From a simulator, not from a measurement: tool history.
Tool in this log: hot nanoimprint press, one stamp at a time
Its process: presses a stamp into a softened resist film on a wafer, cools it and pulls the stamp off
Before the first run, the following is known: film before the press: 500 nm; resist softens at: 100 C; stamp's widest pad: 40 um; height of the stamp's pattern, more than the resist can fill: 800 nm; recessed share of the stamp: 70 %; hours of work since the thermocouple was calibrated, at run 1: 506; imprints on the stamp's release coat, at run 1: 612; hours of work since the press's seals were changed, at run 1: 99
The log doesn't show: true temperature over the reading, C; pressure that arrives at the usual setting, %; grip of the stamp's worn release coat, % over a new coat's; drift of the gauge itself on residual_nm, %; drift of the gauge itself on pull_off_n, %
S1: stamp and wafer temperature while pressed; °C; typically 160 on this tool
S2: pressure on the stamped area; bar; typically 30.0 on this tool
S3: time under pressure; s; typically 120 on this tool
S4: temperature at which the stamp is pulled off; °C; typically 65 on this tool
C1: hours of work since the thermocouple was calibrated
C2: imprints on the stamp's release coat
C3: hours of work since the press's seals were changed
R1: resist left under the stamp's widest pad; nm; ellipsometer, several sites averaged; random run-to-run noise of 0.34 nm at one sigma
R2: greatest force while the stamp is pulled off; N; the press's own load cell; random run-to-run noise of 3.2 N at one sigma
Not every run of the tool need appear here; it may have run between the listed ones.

run   hour   S1    S2   S3  S4   C1    C2   C3     R1   R2
  1    0.0  160  30.0  120  65  506   612   99  174.1  253
  2   31.0  160  30.0  120  65  528   745  121  174.1  249
      64.9  -- plate thermocouple calibrated
  3   73.3  161  30.0  120  65    6   913  148  172.4  264
  4   93.3  161  30.0  120  65   20   998  162  172.4  261
  5  117.0  161  30.0  120  65   36  1100  179  171.3  269
  6  150.2  160  30.0  120  65   59  1241  202  180.3  269
  7  174.5  160  30.0  120  65   76  1345  219  180.5  271
  8  208.8  160  30.0  120  65  100  1492  243  179.8  279
  9  228.0  170  30.0  120  65  113  1574  256  114.1  279
 10  261.0  170  30.0  120  65  136  1715  279  113.8  285
 11  287.9  160  30.0  120  65  155  1830  298  178.8  282
     299.0  -- stamp cleaned and given a new release coat
 12  315.8  160  30.0  120  65  170    71  313  179.1  237
 13  340.2  160  30.0  120  65  187   175  330  178.1  236
 14  372.7  160  30.0  120  65  210   315  352  178.7  239
 15  396.4  160  30.0  120  65  226   416  369  178.6  244
 16  425.8  164  38.3  120  65  247   541  389  129.3  248
 17  463.0  153  30.0  180  65  273   701  415  214.4  247
 18  497.7  172  24.1  120  65  297   849  439  117.5  256
 19  527.4  152  26.1  120  65  317   976  460  275.2  262

For run 20, what comes out?
 20  549.9  160  26.6  120  70  333  1072  475   ?   ?

{"run 20": {"R1": 188.2, "R2": 255}}
Minus the tool's unlogged condition, the same run would have read R1 192.8 nm, R2 227 N.

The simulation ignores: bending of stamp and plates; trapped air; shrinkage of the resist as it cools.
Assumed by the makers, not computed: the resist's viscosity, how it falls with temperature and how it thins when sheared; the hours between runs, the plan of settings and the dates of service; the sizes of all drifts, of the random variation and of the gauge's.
